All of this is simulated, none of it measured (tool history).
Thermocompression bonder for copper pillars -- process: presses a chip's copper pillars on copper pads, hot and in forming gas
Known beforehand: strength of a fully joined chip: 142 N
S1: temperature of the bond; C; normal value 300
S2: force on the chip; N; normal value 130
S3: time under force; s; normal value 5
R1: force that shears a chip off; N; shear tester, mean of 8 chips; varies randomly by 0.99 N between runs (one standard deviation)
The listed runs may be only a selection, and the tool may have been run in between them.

run   hour   S1   S2  S3    R1
  1    0.0  300  130   5  94.5
  2   27.4  300  130   5  94.5
  3   60.7  300  130   5  92.8
  4   75.0  300  130   5  92.7
  5   89.7  300  130   5  93.1
  6  118.1  300  130   5  93.7
  7  139.9  300  130   5  92.1
  8  158.8  300  130   4  86.7
     174.3  -- forming gas filter changed
  9  174.3  300  130   4  90.6
 10  189.4  300  130   4  90.6
 11  211.0  300  130   4  90.2
 12  228.0  300  130   4  89.9
 13  246.9  300  130   5  96.7
     271.6  -- heater calibrated with a thermocouple chip
 14  271.6  300  130   5  83.8
 15  291.2  300  130   5  83.5
 16  312.0  300  130   5  84.5
 17  339.4  300  130   5  83.9
 18  359.0  300  130   5  84.4
 19  390.7  300  130   5  83.5
     414.9  -- forming gas filter changed
 20  420.7  300  130   5  88.0

What does the tool deliver on the next run?
 21  450.4  320  101   6   ?

{"run 21": {"R1": 98.8}}
With the hidden condition absent and the run-to-run variation left alone, this run would have shown R1 96.4 N.
